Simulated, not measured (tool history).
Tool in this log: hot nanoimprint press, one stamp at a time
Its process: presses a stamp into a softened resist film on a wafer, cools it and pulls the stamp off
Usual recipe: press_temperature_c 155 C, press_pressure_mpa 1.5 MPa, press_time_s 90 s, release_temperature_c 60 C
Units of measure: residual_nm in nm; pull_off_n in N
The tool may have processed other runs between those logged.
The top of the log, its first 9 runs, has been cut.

| run | hour | press_temperature_c | press_pressure_mpa | press_time_s | release_temperature_c | hours of work since the thermocouple was calibrated | imprints on the stamp's release coat | hours of work since the press's seals were changed | residual_nm | pull_off_n |
|---|---|---|---|---|---|---|---|---|---|---|
| 10 | 64.5 | 155 | 1.59 | 90 | 60 | 31 | 1086 | 230 | 407.5 | 257 |
| 11 | 74.6 | 155 | 1.59 | 90 | 60 | 36 | 1102 | 235 | 407.2 | 251 |
| 12 | 80.1 | 155 | 1.5 | 90 | 60 | 39 | 1110 | 237 | 415.9 | 248 |
| 13 | 86.8 | 155 | 1.5 | 90 | 60 | 42 | 1121 | 241 | 416.3 | 243 |
| 14 | 91.3 | 155 | 1.5 | 90 | 60 | 44 | 1128 | 243 | 415.1 | 249 |
| 15 | 101 | 155 | 1.5 | 90 | 60 | 49 | 1143 | 248 | 415.6 | 259 |
| 16 | 111.1 | 155 | 2.16 | 47 | 59 | 54 | 1159 | 252 | 443.7 | 254 |
| 17 | 120.1 | 155 | 2.16 | 47 | 59 | 58 | 1173 | 257 | 443.4 | 257 |
| 18 | 130.4 | 155 | 2.16 | 47 | 59 | 63 | 1189 | 262 | 446.1 | 263 |
| 19 | 138.6 | 149 | 1.36 | 47 | 59 | 67 | 1202 | 266 | 587.9 | 266 |
| 20 | 145.8 | 148 | 0.98 | 54 | 58 | 71 | 1213 | 269 | 616.7 | 254 |
| 21 | 152.9 | 159 | 1.28 | 69 | 58 | 74 | 1224 | 273 | 418 | 262 |
| 22 | 161.8 | 155 | 1.5 | 69 | 63 | 79 | 1238 | 277 | 450.6 | 242 |
| 23 | 170.1 | 166 | 1.5 | 115 | 60 | 83 | 1251 | 281 | 247.9 | 255 |
| 24 | 178.9 | 166 | 1.5 | 115 | 60 | 87 | 1265 | 285 | 247.6 | 256 |

What will run 25 give?
| 25 | 187.3 | 167 | 2.15 | 58 | 60 | 91 | 1278 | 289 | ? | ? |

{"run 25": {"residual_nm": 264.2, "pull_off_n": 256}}
Take away the tool's hidden state, keep the run-to-run variation as it was, and the same run would have given residual_nm 260.8 nm, pull_off_n 201 N.
